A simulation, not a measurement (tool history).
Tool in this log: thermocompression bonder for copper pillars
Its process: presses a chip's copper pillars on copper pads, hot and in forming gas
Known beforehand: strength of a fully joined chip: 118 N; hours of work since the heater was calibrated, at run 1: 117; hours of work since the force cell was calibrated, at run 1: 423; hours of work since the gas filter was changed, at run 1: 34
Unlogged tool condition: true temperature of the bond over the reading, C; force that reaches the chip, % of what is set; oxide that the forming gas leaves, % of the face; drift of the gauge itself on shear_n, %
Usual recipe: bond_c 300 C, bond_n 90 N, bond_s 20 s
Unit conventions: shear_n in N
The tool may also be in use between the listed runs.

run,day,bond_c,bond_n,bond_s,hours of work since the heater was calibrated,hours of work since the force cell was calibrated,hours of work since the gas filter was changed,shear_n
1,0.000,300,90,20,117,423,34,55.5
2,0.450,300,90,20,123,428,40,55.4
3,0.817,300,90,20,127,433,44,55.3
4,1.342,300,90,20,133,439,50,55.2
5,1.833,300,90,20,139,445,56,54.8
6,2.321,300,90,20,145,451,62,54.7
7,2.608,300,90,20,148,454,65,55.0
8,2.950,300,90,20,152,458,69,54.5
9,3.275,295,90,20,156,462,73,52.5
10,3.825,300,90,22,163,468,80,56.4
11,4.367,300,90,51,169,475,86,73.4
12,4.796,300,90,51,174,480,91,72.8
13,5.258,300,90,51,180,485,97,73.0
14,5.533,300,90,51,183,489,100,73.0
15,6.225,300,90,51,191,497,108,72.6
16,6.571,300,90,51,195,501,112,72.1
17,6.992,300,90,51,200,506,117,72.4
18,7.450,300,90,51,206,511,123,72.4
19,7.971,300,90,20,212,518,129,53.4
20,8.383,300,90,35,217,523,134,64.0
21,8.817,300,90,35,222,528,139,64.0
22,9.104,309,90,11,225,531,142,45.9
23,9.512,309,90,11,230,536,147,45.6
# day 9.617: force cell calibrated
24,10.225,309,90,11,238,7,155,45.5
# day 10.808: force cell calibrated, once more
25,10.808,309,90,11,244,0,161,44.7
# day 11.192: forming gas filter changed
26,11.508,319,120,27,252,8,4,82.3
27,11.867,273,90,20,256,12,8,44.4
28,12.283,309,66,32,261,17,13,56.8
29,12.738,297,90,27,267,23,18,60.2
30,13.204,318,128,14,272,28,24,69.7
31,13.829,318,128,14,280,36,31,69.6
32,14.338,318,128,14,286,42,37,69.7
33,14.933,277,90,27,293,49,44,51.0
34,15.350,277,90,27,298,54,49,51.0
35,15.812,316,87,14,303,59,55,53.0
36,16.192,277,121,27,308,64,59,62.1
37,16.625,276,106,38,313,69,64,63.5
38,17.129,305,97,15,319,75,70,53.8
39,17.817,288,81,15,327,83,79,41.1
40,18.338,288,81,15,333,89,85,40.7
41,18.979,292,81,14,341,97,92,40.5

For some of the steps in shear_n from one run to the next: how much would appear even if the tool had no hidden state, given the settings, what came in and random variation, and how much remains for the hidden state plus any gauge scatter that the measured result and the result without hidden state don't share?
Run 18 -> 19: bond_s 51 -> 20. shear_n -19.0 N: hidden state +0.8, all else -19.8.
Run 21 -> 22: bond_c 300 -> 309, bond_s 35 -> 11. shear_n -18.1 N: hidden state +0.9, all else -19.0.
Run 24 -> 25: force cell calibrated, once more. shear_n -0.8 N: hidden state -0.9, all else +0.1.
Run 25 -> 26: bond_c 309 -> 319, bond_n 90 -> 120, bond_s 11 -> 27, forming gas filter changed. shear_n +37.6 N: hidden state +3.4, all else +34.2.
Run 26 -> 27: bond_c 319 -> 273, bond_n 120 -> 90, bond_s 27 -> 20. shear_n -37.9 N: hidden state +0.0, all else -37.9.
